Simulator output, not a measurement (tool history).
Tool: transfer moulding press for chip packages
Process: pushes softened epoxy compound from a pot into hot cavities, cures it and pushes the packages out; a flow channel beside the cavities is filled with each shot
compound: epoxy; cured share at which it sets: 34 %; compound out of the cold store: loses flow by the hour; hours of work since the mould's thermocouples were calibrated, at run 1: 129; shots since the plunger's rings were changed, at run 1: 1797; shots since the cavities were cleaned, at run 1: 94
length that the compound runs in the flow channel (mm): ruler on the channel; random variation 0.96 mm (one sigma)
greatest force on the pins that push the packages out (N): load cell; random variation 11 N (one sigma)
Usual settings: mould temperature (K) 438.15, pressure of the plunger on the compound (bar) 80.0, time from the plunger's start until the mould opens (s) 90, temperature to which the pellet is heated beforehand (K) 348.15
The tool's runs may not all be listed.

run    hour  mould temperature (K)  pressure of the plunger on the compound (bar)  time from the plunger's start until the mould opens (s)  temperature to which the pellet is heated beforehand (K)  hours of work since the mould's thermocouples were calibrated  shots since the plunger's rings were changed  shots since the cavities were cleaned  incoming compound's hours out of the cold store  length that the compound runs in the flow channel (mm)  greatest force on the pins that push the packages out (N)
  1     0.0                 438.15                                           80.0                                                       90                                                    348.15                                                            129                                          1797                                     94                                             27.6                                                   650.4                                                        629
       43.0  -- cavities cleaned with cleaning compound and waxed
       72.3  -- plunger's sealing rings changed
  2    88.2                 438.15                                           80.0                                                       90                                                    357.15                                                            185                                           187                                    503                                             30.6                                                   653.0                                                        850
       98.5  -- cavities cleaned with cleaning compound and waxed
      150.9  -- cavities cleaned with cleaning compound and waxed
  3   176.4                 438.15                                           80.0                                                       90                                                    357.15                                                            241                                          1191                                    300                                             43.9                                                   617.4                                                        738
      199.0  -- cavities cleaned with cleaning compound and waxed
  4   232.2                 438.15                                           80.0                                                       90                                                    357.15                                                            277                                          1832                                    391                                             23.7                                                   661.4                                                        847
      250.8  -- cavities cleaned with cleaning compound and waxed
  5   294.1                 438.15                                           80.0                                                      120                                                    348.15                                                            316                                          2544                                    510                                             16.6                                                   674.2                                                        726
      301.2  -- plunger's sealing rings changed
      302.7  -- cavities cleaned with cleaning compound and waxed
      342.1  -- mould's thermocouples calibrated
  6   342.1                 438.15                                           80.0                                                      120                                                    348.15                                                              0                                           441                                    441                                             46.5                                                   614.4                                                        678
      352.8  -- cavities cleaned with cleaning compound and waxed
      400.1  -- cavities cleaned with cleaning compound and waxed
  7   425.5                 444.15                                           80.0                                                      120                                                    348.15                                                             53                                          1389                                    300                                             30.1                                                   641.2                                                        605
      450.0  -- cavities cleaned with cleaning compound and waxed
  8   480.7                 438.15                                           80.0                                                       86                                                    348.15                                                             88                                          2021                                    361                                             23.8                                                   662.5                                                        868
      499.7  -- cavities cleaned with cleaning compound and waxed
      536.1  -- plunger's sealing rings changed
      551.7  -- cavities cleaned with cleaning compound and waxed
  9   573.4                 438.15                                           80.0                                                       86                                                    348.15                                                            146                                           422                                    256                                             41.2                                                   627.9                                                        765
      597.9  -- cavities cleaned with cleaning compound and waxed
      644.1  -- cavities cleaned with cleaning compound and waxed
 10   647.0                 438.15                                           80.0                                                       86                                                    340.15                                                            192                                          1254                                     33                                             43.3                                                   619.0                                                        596
      691.0  -- cavities cleaned with cleaning compound and waxed
 11   691.0                 438.15                                           80.0                                                       86                                                    340.15                                                            220                                          1755                                      0                                              9.8                                                   696.8                                                        575
 12   733.8                 437.15                                           80.0                                                       90                                                    348.15                                                            248                                          2261                                    506                                             33.3                                                   636.7                                                        936
      739.7  -- cavities cleaned with cleaning compound and waxed
      766.7  -- plunger's sealing rings changed
      789.3  -- cavities cleaned with cleaning compound and waxed
 13   832.7                 438.15                                           80.0                                                       90                                                    348.15                                                            310                                           760                                    512                                             26.2                                                   661.3                                                        918
      842.1  -- cavities cleaned with cleaning compound and waxed
      891.5  -- mould's thermocouples calibrated
      893.0  -- cavities cleaned with cleaning compound and waxed
 14   893.0                 436.15                                           80.0                                                       90                                                    348.15                                                              0                                          1412                                      0                                              9.3                                                   704.2                                                        584
      941.3  -- cavities cleaned with cleaning compound and waxed
 15   941.3                 441.15                                           74.4                                                      104                                                    348.15                                                             31                                          1965                                      0                                             24.8                                                   629.9                                                        454
      988.6  -- cavities cleaned with cleaning compound and waxed
     1006.8  -- plunger's sealing rings changed
 16  1033.0                 434.15                                           80.0                                                      104                                                    348.15                                                             89                                           308                                    494                                             22.7                                                   679.5                                                        863
     1042.6  -- cavities cleaned with cleaning compound and waxed
     1093.2  -- cavities cleaned with cleaning compound and waxed
 17  1112.2                 438.15                                           80.0                                                       73                                                    346.15                                                            139                                          1206                                    223                                             25.6                                                   661.6                                                       1069
     1139.8  -- cavities cleaned with cleaning compound and waxed
 18  1167.8                 432.15                                           80.0                                                       90                                                    348.15                                                            174                                          1845                                    331                                             41.9                                                   625.3                                                       1055
     1188.8  -- cavities cleaned with cleaning compound and waxed
 19  1217.9                 441.15                                           66.2                                                       90                                                    356.15                                                            206                                          2418                                    343                                             24.3                                                   592.6                                                        691
     1241.7  -- plunger's sealing rings changed
     1243.2  -- cavities cleaned with cleaning compound and waxed
 20  1279.6                 438.15                                           80.0                                                      116                                                    348.15                                                            244                                           429                                    429                                             41.6                                                   624.1                                                        690

Run 21 comes next. What will it give?
     1296.8  -- cavities cleaned with cleaning compound and waxed
     1345.7  -- cavities cleaned with cleaning compound and waxed
 21  1347.6                 438.15                                           60.7                                                      100                                                    350.15                                                            287                                          1195                                     21                                             27.1                                                       ?                                                          ?

{"run 21": {"length that the compound runs in the flow channel (mm)": 570.7, "greatest force on the pins that push the packages out (N)": 497}}
Without the tool's hidden state the same run would have given length that the compound runs in the flow channel (mm) 578.3, greatest force on the pins that push the packages out (N) 469.
